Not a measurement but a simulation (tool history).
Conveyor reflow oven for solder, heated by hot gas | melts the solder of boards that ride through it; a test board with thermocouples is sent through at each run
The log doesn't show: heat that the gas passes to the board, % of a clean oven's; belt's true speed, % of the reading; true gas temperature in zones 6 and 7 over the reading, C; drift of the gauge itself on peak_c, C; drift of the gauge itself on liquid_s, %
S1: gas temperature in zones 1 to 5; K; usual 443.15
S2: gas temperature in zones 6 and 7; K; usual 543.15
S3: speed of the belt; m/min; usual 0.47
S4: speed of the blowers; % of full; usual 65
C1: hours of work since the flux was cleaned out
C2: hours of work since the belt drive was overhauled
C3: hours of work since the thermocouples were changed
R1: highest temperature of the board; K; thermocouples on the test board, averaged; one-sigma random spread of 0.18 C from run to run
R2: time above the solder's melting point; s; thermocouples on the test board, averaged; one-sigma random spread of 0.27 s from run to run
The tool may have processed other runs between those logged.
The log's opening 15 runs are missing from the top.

At hour 1018: flux residue cleaned out of gas plates and filters.
Run 16, hour 1033.3: usual settings but S3 0.491 m/min; C1 7; C2 1238; C3 77. Result: R1 521.75 K, R2 50 s.
Run 17, hour 1114.8: usual settings but S1 432.15 K, S4 76 % of full; C1 44; C2 1275; C3 114. Result: R1 523.05 K, R2 50.6 s.
Run 18, hour 1154: usual settings but S1 439.15 K, S4 73 % of full; C1 62; C2 1293; C3 132. Result: R1 524.05 K, R2 53.1 s.
Run 19, hour 1204.3: usual settings but S1 457.15 K, S3 0.403 m/min, S4 58 % of full; C1 85; C2 1316; C3 155. Result: R1 529.95 K, R2 74.9 s.
Run 20, hour 1256.9: usual settings but S1 457.15 K, S2 553.15 K, S3 0.466 m/min, S4 58 % of full; C1 109; C2 1340; C3 179. Result: R1 533.75 K, R2 66.2 s.
Run 21, hour 1314.4: usual settings but S1 438.15 K, S2 542.15 K, S4 57 % of full; C1 135; C2 1366; C3 205. Result: R1 519.75 K, R2 48.4 s.
At hour 1401.6: flux residue cleaned out of gas plates and filters.
Run 22, hour 1403.6: usual settings but S1 438.15 K, S2 542.15 K, S4 57 % of full; C1 1; C2 1404; C3 244. Result: R1 519.95 K, R2 48.8 s.
Run 23, hour 1477.1: usual settings but S1 438.15 K, S2 542.15 K, S4 57 % of full; C1 34; C2 1438; C3 277. Result: R1 520.05 K, R2 48.4 s.
Run 24, hour 1566.6: usual settings but S1 444.15 K, S4 90 % of full; C1 75; C2 1478; C3 318. Result: R1 527.25 K, R2 57.8 s.
Run 25, hour 1622.9: usual settings but S3 0.526 m/min, S4 59 % of full; C1 101; C2 1504; C3 343. Result: R1 517.65 K, R2 42.7 s.
Run 26, hour 1704.6: usual settings but S3 0.526 m/min, S4 59 % of full; C1 138; C2 1541; C3 381. Result: R1 517.75 K, R2 42.5 s.
At hour 1787.4: flux residue cleaned out of gas plates and filters.
Run 27, hour 1793.7: usual settings but S3 0.526 m/min, S4 59 % of full; C1 3; C2 1579; C3 419. Result: R1 517.85 K, R2 42.3 s.
Run 28, hour 1854.4: usual settings but S1 451.15 K, S4 70 % of full; C1 31; C2 1607; C3 446. Result: R1 525.65 K, R2 59 s.
Run 29, hour 1905.7: usual settings but S1 451.15 K, S4 70 % of full; C1 54; C2 1630; C3 470. Result: R1 525.95 K, R2 58.8 s.
Run 30, hour 1961.5: usual settings but S1 441.15 K, S3 0.453 m/min; C1 79; C2 1656; C3 495. Result: R1 524.55 K, R2 56.5 s.
Run 31, hour 2050.2: usual settings but S2 556.15 K; C1 120; C2 1696; C3 536. Result: R1 534.95 K, R2 61.7 s.

Branching from run 31: 3 alternative next runs. What would each branch give?
Run A, hour 2108.3: usual settings but S1 442.15 K, S4 64 % of full; C1 146; C2 1723; C3 562. Result: R1 ?, R2 ?.
Run B, hour 2108.3: usual settings but S1 446.15 K, S2 556.15 K, S3 0.524 m/min; C1 146; C2 1723; C3 562. Result: R1 ?, R2 ?.
Run C, hour 2108.3: usual settings but S2 556.15 K, S4 51 % of full; C1 146; C2 1723; C3 562. Result: R1 ?, R2 ?.

run      R1    R2
  A  523.25  53.2
  B  530.95  52.7
  C  531.45  58.6
Take away the tool's hidden state, keep each run's random variation, and the runs would have read:
run      R1    R2
  A  523.25  53.1
  B  530.85  52.6
  C  531.45  58.5

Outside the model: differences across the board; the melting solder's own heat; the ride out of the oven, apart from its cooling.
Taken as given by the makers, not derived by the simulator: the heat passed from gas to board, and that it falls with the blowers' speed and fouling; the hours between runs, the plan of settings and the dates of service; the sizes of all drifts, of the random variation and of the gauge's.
